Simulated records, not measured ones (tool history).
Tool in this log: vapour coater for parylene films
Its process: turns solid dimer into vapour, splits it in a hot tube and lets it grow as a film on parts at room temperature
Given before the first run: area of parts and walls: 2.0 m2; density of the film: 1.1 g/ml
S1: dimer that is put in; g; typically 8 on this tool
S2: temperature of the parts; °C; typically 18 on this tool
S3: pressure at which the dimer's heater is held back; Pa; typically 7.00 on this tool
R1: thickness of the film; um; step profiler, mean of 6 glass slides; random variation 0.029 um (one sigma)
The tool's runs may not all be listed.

| run | hour | S1 | S2 | S3 | R1 |
|---|---|---|---|---|---|
| 1 | 0.0 | 8 | 18 | 7.00 | 2.49 |
| 2 | 26.3 | 8 | 19 | 7.00 | 2.38 |
| 3 | 41.9 | 6 | 18 | 7.00 | 1.81 |
| 4 | 67.1 | 8 | 18 | 7.00 | 2.46 |
| 5 | 94.2 | 8 | 18 | 7.00 | 2.41 |
| 6 | 125.2 | 5 | 18 | 7.00 | 1.52 |
| 7 | 152.1 | 5 | 18 | 7.00 | 1.46 |
| 8 | 183.6 | 5 | 18 | 7.00 | 1.52 |
| 9 | 210.8 | 8 | 18 | 9.72 | 2.24 |
| 10 | 235.6 | 8 | 18 | 7.00 | 2.38 |
| 11 | 255.6 | 8 | 18 | 4.13 | 2.69 |
| 12 | 275.2 | 5 | 18 | 7.00 | 1.47 |
|  | 284.5 | trap's valve overhauled |
| 13 | 304.3 | 5 | 18 | 7.00 | 1.61 |
|  | 307.5 | table's thermometer calibrated |
| 14 | 334.2 | 9 | 18 | 8.27 | 2.81 |
| 15 | 366.5 | 8 | 17 | 3.50 | 3.07 |
| 16 | 386.2 | 13 | 18 | 7.00 | 4.17 |
|  | 399.2 | table's thermometer calibrated, once more |
| 17 | 422.5 | 13 | 18 | 7.00 | 4.16 |
| 18 | 448.5 | 13 | 18 | 7.00 | 4.07 |
| 19 | 475.7 | 13 | 11 | 3.54 | 5.61 |
| 20 | 497.0 | 8 | 16 | 7.75 | 2.59 |
| 21 | 523.5 | 8 | 13 | 8.06 | 2.79 |
| 22 | 540.8 | 6 | 10 | 6.56 | 2.34 |
| 23 | 565.0 | 6 | 10 | 6.56 | 2.30 |
| 24 | 597.5 | 6 | 10 | 2.50 | 2.56 |
| 25 | 628.0 | 3 | 15 | 10.05 | 0.90 |

Consider 3 possible next runs. They are alternatives, not a sequence: every one starts from the tool as it was left by run 25. What does each give?
| A | 646.2 | 3 | 15 | 10.05 | ? |
| B | 646.2 | 4 | 19 | 6.57 | ? |
| C | 646.2 | 8 | 18 | 2.08 | ? |

| run | R1 |
|---|---|
| A | 0.92 |
| B | 1.21 |
| C | 3.13 |
Take away the tool's hidden state, keep each run's random variation, and the runs would have read:
| run | R1 |
|---|---|
| A | 0.98 |
| B | 1.29 |
| C | 3.35 |
